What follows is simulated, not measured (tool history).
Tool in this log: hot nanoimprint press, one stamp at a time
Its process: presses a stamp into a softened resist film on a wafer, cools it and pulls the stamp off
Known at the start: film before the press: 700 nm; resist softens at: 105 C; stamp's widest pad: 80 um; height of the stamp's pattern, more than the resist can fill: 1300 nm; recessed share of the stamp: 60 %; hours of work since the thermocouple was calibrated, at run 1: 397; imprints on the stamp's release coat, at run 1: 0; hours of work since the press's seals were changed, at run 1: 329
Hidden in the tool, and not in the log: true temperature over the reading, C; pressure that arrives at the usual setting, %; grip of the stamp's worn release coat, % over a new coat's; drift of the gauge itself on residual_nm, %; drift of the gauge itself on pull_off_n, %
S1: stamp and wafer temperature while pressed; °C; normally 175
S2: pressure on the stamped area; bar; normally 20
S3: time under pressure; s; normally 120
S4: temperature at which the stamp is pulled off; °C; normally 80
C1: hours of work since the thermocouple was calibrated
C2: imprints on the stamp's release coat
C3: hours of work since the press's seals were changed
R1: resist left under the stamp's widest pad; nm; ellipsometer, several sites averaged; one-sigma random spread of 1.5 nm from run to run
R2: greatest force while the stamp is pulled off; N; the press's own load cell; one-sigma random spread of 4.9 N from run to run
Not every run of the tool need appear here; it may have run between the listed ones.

Run 1, hour 0: usual settings; C1 397; C2 0; C3 329. Result: R1 311.7 nm, R2 248 N.
Run 2, hour 10.6: usual settings but S3 96 s; C1 405; C2 35; C3 338. Result: R1 339.9 nm, R2 236 N.
Run 3, hour 20.7: usual settings but S3 96 s; C1 413; C2 70; C3 345. Result: R1 336.3 nm, R2 239 N.
Run 4, hour 28.6: usual settings but S3 96 s; C1 419; C2 97; C3 351. Result: R1 338.5 nm, R2 244 N.
Run 5, hour 44.2: usual settings but S3 96 s; C1 431; C2 149; C3 363. Result: R1 339.2 nm, R2 245 N.
Run 6, hour 51.7: usual settings but S1 167 °C; C1 437; C2 175; C3 369. Result: R1 449.9 nm, R2 238 N.
Run 7, hour 61.2: usual settings but S1 167 °C; C1 444; C2 207; C3 376. Result: R1 447.2 nm, R2 235 N.
Run 8, hour 71.5: usual settings but S4 78 °C; C1 452; C2 242; C3 384. Result: R1 313.1 nm, R2 258 N.
Run 9, hour 85.3: usual settings but S4 78 °C; C1 462; C2 289; C3 395. Result: R1 309.7 nm, R2 258 N.
Run 10, hour 97.8: usual settings but S1 182 °C; C1 472; C2 331; C3 405. Result: R1 225.5 nm, R2 236 N.
Run 11, hour 112.8: usual settings but S4 86 °C; C1 484; C2 382; C3 416. Result: R1 310.9 nm, R2 202 N.
Run 12, hour 128.5: usual settings but S4 86 °C; C1 496; C2 435; C3 428. Result: R1 309.7 nm, R2 202 N.
Run 13, hour 143.8: usual settings but S4 86 °C; C1 507; C2 487; C3 440. Result: R1 311.2 nm, R2 199 N.
Run 14, hour 159: usual settings but S4 86 °C; C1 519; C2 538; C3 452. Result: R1 310.6 nm, R2 203 N.
Run 15, hour 171.7: usual settings but S1 180 °C; C1 529; C2 581; C3 461. Result: R1 244.6 nm, R2 244 N.
Run 16, hour 182.6: usual settings but S4 78 °C; C1 537; C2 618; C3 470. Result: R1 313.1 nm, R2 261 N.
At hour 187: plate thermocouple calibrated.
Run 17, hour 196.9: usual settings but S2 23.6 bar, S4 78 °C; C1 8; C2 657; C3 479. Result: R1 288.6 nm, R2 261 N.
Run 18, hour 204.7: usual settings but S4 87 °C; C1 14; C2 683; C3 485. Result: R1 310.5 nm, R2 192 N.
Run 19, hour 215.6: usual settings but S4 87 °C; C1 22; C2 720; C3 493. Result: R1 312.2 nm, R2 195 N.
Run 20, hour 228.3: usual settings but S4 87 °C; C1 32; C2 763; C3 503. Result: R1 310.9 nm, R2 191 N.
Run 21, hour 238.9: usual settings but S4 72 °C; C1 40; C2 799; C3 511. Result: R1 312.9 nm, R2 298 N.
Run 22, hour 251.8: usual settings but S3 214 s, S4 72 °C; C1 50; C2 842; C3 521. Result: R1 247.6 nm, R2 287 N.
Run 23, hour 259: usual settings but S1 176 °C, S3 210 s; C1 55; C2 867; C3 526. Result: R1 237.1 nm, R2 245 N.
Run 24, hour 268.7: usual settings but S1 182 °C, S3 232 s; C1 63; C2 900; C3 534. Result: R1 169.4 nm, R2 245 N.
Run 25, hour 278.5: usual settings but S1 182 °C, S3 232 s, S4 71 °C; C1 70; C2 933; C3 541. Result: R1 168.6 nm, R2 293 N.
Run 26, hour 292.8: usual settings but S1 187 °C, S2 28.7 bar, S3 114 s, S4 78 °C; C1 81; C2 981; C3 552. Result: R1 148.8 nm, R2 244 N.
Run 27, hour 304.1: usual settings but S1 187 °C, S2 28.7 bar, S3 114 s, S4 78 °C; C1 90; C2 1020; C3 561. Result: R1 146.6 nm, R2 248 N.
Run 28, hour 318.9: usual settings but S2 23.3 bar, S3 153 s; C1 101; C2 1070; C3 572. Result: R1 262.1 nm, R2 242 N.
Run 29, hour 331.9: usual settings but S1 173 °C, S3 66 s, S4 79 °C; C1 111; C2 1114; C3 582. Result: R1 415.6 nm, R2 252 N.
Run 30, hour 343.8: usual settings but S1 176 °C, S2 12.5 bar, S3 84 s; C1 121; C2 1154; C3 591. Result: R1 415.3 nm, R2 238 N.

Below are 4 alternative next runs, each starting from the tool's condition after run 30. Predict each:
Run A, hour 358.3: usual settings but S2 20.6 bar, S4 66 °C; C1 132; C2 1203; C3 603. Result: R1 ?, R2 ?.
Run B, hour 358.3: usual settings but S1 184 °C, S2 13.1 bar; C1 132; C2 1203; C3 603. Result: R1 ?, R2 ?.
Run C, hour 358.3: usual settings but S3 63 s, S4 66 °C; C1 132; C2 1203; C3 603. Result: R1 ?, R2 ?.
Run D, hour 358.3: usual settings but S1 176 °C, S2 27.4 bar, S3 64 s, S4 68 °C; C1 132; C2 1203; C3 603. Result: R1 ?, R2 ?.

run     R1   R2
  A  305.1  327
  B  250.9  240
  C  391.1  327
  D  324.1  329
Without the tool's unlogged condition, the same runs would have read:
run     R1   R2
  A    305  325
  B  250.8  239
  C    391  325
  D    324  327
